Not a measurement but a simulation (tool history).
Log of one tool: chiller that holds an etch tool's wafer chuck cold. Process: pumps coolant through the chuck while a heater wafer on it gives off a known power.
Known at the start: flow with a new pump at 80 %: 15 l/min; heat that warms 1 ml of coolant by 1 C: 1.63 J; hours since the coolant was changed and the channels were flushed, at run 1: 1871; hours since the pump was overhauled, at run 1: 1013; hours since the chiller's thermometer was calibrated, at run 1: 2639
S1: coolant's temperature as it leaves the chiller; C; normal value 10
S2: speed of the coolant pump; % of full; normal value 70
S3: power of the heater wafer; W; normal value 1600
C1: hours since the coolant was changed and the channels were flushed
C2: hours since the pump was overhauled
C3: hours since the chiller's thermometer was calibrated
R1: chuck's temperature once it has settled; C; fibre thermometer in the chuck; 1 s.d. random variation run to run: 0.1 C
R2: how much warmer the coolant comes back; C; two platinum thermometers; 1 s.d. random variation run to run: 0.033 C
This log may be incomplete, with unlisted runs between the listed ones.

{"run": 1, "day": 0.0, "S1": 10, "S2": 70, "S3": 1600, "C1": 1871, "C2": 1013, "C3": 2639, "R1": 27.3, "R2": 4.63}
{"run": 2, "day": 1.358, "S1": 10, "S2": 70, "S3": 1600, "C1": 1904, "C2": 1046, "C3": 2672, "R1": 27.5, "R2": 4.63}
{"run": 3, "day": 2.679, "S1": 10, "S2": 70, "S3": 1400, "C1": 1936, "C2": 1077, "C3": 2704, "R1": 25.4, "R2": 4.06}
{"run": 4, "day": 3.808, "S1": 10, "S2": 70, "S3": 1400, "C1": 1963, "C2": 1104, "C3": 2731, "R1": 25.3, "R2": 4.03}
{"run": 5, "day": 4.842, "S1": 17, "S2": 70, "S3": 1400, "C1": 1988, "C2": 1129, "C3": 2755, "R1": 32.3, "R2": 4.1}
{"run": 6, "day": 6.033, "S1": 17, "S2": 70, "S3": 1400, "C1": 2016, "C2": 1158, "C3": 2784, "R1": 32.3, "R2": 4.07}
{"run": 7, "day": 6.746, "S1": 17, "S2": 70, "S3": 1400, "C1": 2033, "C2": 1175, "C3": 2801, "R1": 32.4, "R2": 4.04}
{"run": 8, "day": 8.05, "S1": 10, "S2": 70, "S3": 1600, "C1": 2065, "C2": 1206, "C3": 2833, "R1": 27.5, "R2": 4.61}
{"day": 9.162, "done": "chiller's thermometer calibrated"}
{"run": 9, "day": 9.162, "S1": 10, "S2": 93, "S3": 1600, "C1": 2090, "C2": 1232, "C3": 0, "R1": 23.3, "R2": 3.34}
{"run": 10, "day": 9.738, "S1": 10, "S2": 93, "S3": 1600, "C1": 2104, "C2": 1246, "C3": 14, "R1": 23.2, "R2": 3.37}
{"run": 11, "day": 11.138, "S1": 0, "S2": 69, "S3": 1029, "C1": 2138, "C2": 1279, "C3": 47, "R1": 11.8, "R2": 3.05}
{"run": 12, "day": 12.471, "S1": 7, "S2": 89, "S3": 1600, "C1": 2170, "C2": 1311, "C3": 79, "R1": 20.9, "R2": 3.55}
{"run": 13, "day": 13.171, "S1": 19, "S2": 99, "S3": 1600, "C1": 2186, "C2": 1328, "C3": 96, "R1": 31.6, "R2": 3.16}
{"run": 14, "day": 14.117, "S1": 10, "S2": 74, "S3": 1290, "C1": 2209, "C2": 1351, "C3": 119, "R1": 23.6, "R2": 3.52}
{"run": 15, "day": 15.083, "S1": 12, "S2": 70, "S3": 1600, "C1": 2232, "C2": 1374, "C3": 142, "R1": 29.7, "R2": 4.68}
{"run": 16, "day": 16.346, "S1": 10, "S2": 68, "S3": 2078, "C1": 2263, "C2": 1404, "C3": 172, "R1": 33.7, "R2": 6.22}
{"run": 17, "day": 17.471, "S1": 10, "S2": 68, "S3": 2078, "C1": 2290, "C2": 1431, "C3": 199, "R1": 33.7, "R2": 6.18}

Alternative continuations, all from the tool just after run 17; predict every row:
{"run": "A", "day": 18.521, "S1": 17, "S2": 89, "S3": 1490, "C1": 2315, "C2": 1457, "C3": 225, "R1": "?", "R2": "?"}
{"run": "B", "day": 18.521, "S1": 14, "S2": 66, "S3": 1868, "C1": 2315, "C2": 1457, "C3": 225, "R1": "?", "R2": "?"}
{"run": "C", "day": 18.521, "S1": 14, "S2": 99, "S3": 2078, "C1": 2315, "C2": 1457, "C3": 225, "R1": "?", "R2": "?"}
{"run": "D", "day": 18.521, "S1": 10, "S2": 85, "S3": 1001, "C1": 2315, "C2": 1457, "C3": 225, "R1": "?", "R2": "?"}

run=A R1=30.2 R2=3.36
run=B R1=36 R2=5.77
run=C R1=30.4 R2=4.1
run=D R1=19.1 R2=2.34
Without the tool's unlogged condition, the same runs would have read:
run=A R1=29.7 R2=3.3
run=B R1=35.1 R2=5.67
run=C R1=29.7 R2=4.02
run=D R1=18.7 R2=2.3
